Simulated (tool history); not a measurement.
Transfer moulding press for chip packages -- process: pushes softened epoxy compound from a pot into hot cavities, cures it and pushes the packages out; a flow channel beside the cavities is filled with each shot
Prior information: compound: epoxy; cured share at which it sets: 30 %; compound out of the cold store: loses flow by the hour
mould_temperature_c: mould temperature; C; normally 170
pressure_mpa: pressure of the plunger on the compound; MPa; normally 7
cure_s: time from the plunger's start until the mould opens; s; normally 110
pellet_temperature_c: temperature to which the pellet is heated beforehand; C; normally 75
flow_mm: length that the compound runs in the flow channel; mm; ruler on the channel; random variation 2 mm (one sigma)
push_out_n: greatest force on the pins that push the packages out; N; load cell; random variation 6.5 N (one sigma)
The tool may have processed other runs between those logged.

run   hour  mould_temperature_c  pressure_mpa  cure_s  pellet_temperature_c  incoming compound's hours out of the cold store  flow_mm  push_out_n
  1      0                  170             7     110                    75                                             32.9      734         382
      25.3  -- cavities cleaned with cleaning compound and waxed
  2   78.3                  170             7     110                    75                                             22.5      744         342
     123.2  -- cavities cleaned with cleaning compound and waxed
  3  136.5                  170             7     110                    75                                               10      764         293
     162.1  -- plunger's sealing rings changed
  4  215.1                  170             7     110                    75                                             19.7      771         404
     222.9  -- cavities cleaned with cleaning compound and waxed
  5  263.3                  170             7     110                    75                                              9.3      789         331
     321.6  -- cavities cleaned with cleaning compound and waxed
  6  328.2                  170             7     110                    75                                             33.1      731         260
  7  362.3                  166          6.93     121                    75                                             24.9      763         365

Run 8 is up next; what results do you expect?
     368.3  -- mould's thermocouples calibrated
     421.5  -- cavities cleaned with cleaning compound and waxed
  8  447.7                  166          5.45     109                    75                                             15.9        ?           ?

Run 8 produced flow_mm 686 mm, push_out_n 401 N.
With the hidden condition absent and the run-to-run variation left alone, this run would have shown flow_mm 716 mm, push_out_n 330 N.
